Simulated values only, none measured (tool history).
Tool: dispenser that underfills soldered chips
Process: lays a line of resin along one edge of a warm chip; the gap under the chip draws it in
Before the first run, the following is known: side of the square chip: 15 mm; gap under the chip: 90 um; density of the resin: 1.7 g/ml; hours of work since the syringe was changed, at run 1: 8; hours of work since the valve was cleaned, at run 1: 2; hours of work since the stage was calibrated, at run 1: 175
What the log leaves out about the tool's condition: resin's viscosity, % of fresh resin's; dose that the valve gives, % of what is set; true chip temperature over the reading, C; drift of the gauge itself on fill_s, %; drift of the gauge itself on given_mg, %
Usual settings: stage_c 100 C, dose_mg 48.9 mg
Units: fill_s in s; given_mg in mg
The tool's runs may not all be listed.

run	day	stage_c	dose_mg	hours of work since the syringe was changed	hours of work since the valve was cleaned	hours of work since the stage was calibrated	fill_s	given_mg
1	0.000	100	48.9	8	2	175	106.3	48.52
2	0.162	100	48.9	10	5	177	127.0	49.00
# day 0.258: new syringe of resin
3	0.388	89	48.9	2	8	180	105.0	48.66
4	0.638	89	48.9	6	11	184	133.9	48.46
5	0.962	89	48.9	10	16	189	192.7	48.44
# day 1.029: new syringe of resin
6	1.188	89	48.9	2	19	192	109.2	48.15
7	1.425	100	58.4	6	23	195	90.6	57.54
8	1.671	113	48.9	9	26	199	75.6	48.08
# day 1.817: new syringe of resin
9	1.825	113	48.9	0	29	201	39.0	48.19
10	2.096	100	48.9	4	32	205	81.3	47.78
11	2.246	100	48.9	6	35	207	96.1	47.68
12	2.483	100	48.9	10	38	211	122.9	47.92
# day 2.612: new syringe of resin
13	2.808	100	50.4	3	43	215	73.7	49.01
14	3.067	100	46.2	7	47	219	99.5	44.96
# day 3.388: new syringe of resin
15	3.388	100	46.2	0	51	224	64.4	44.41
16	3.567	100	46.2	3	54	226	78.5	44.65
17	3.808	87	41.8	6	57	230	166.7	40.07
18	4.046	97	43.5	10	61	233	144.7	41.75
# day 4.175: new syringe of resin
19	4.229	94	48.9	1	63	236	80.2	46.47
20	4.562	89	57.0	6	68	241	133.8	54.46

Forecast run 21:
21	4.883	89	57.0	10	73	245	?	?

Run 21 came out at fill_s 187.6 s, given_mg 54.23 mg.
With no hidden state in the tool, this same run would have given fill_s 95.2 s, given_mg 57.05 mg.
